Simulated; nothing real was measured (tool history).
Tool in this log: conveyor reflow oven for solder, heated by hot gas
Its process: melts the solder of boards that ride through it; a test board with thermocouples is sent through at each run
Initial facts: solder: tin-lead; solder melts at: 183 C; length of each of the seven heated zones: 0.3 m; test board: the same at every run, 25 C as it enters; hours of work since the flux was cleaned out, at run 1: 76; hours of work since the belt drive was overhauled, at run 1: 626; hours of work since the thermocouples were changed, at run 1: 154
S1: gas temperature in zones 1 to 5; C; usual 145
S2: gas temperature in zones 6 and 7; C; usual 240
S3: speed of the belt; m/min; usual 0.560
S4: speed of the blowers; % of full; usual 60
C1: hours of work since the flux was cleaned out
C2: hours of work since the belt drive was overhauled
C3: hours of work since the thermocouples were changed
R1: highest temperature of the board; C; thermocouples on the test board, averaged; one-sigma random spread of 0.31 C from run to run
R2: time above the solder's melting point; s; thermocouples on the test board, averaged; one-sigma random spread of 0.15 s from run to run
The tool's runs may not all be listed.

run,hour,S1,S2,S3,S4,C1,C2,C3,R1,R2
1,0.0,145,240,0.560,60,76,626,154,223.6,54.7
2,42.1,145,240,0.560,60,95,644,172,223.9,54.9
3,84.9,145,240,0.560,56,114,664,192,222.2,54.1
4,117.1,145,240,0.560,60,129,678,206,223.5,54.4
5,159.0,145,240,0.560,62,147,697,225,224.0,54.9
6,184.5,145,240,0.560,62,159,708,236,223.5,55.0

Run 7 comes next. What will it give?
7,222.9,143,240,0.652,60,176,725,253,?,?

For run 7 the tool returned R1 217.1 C, R2 42.6 s.
On a tool with no hidden condition, and with the same random variation, this run would have come out at R1 217.8 C, R2 42.3 s.
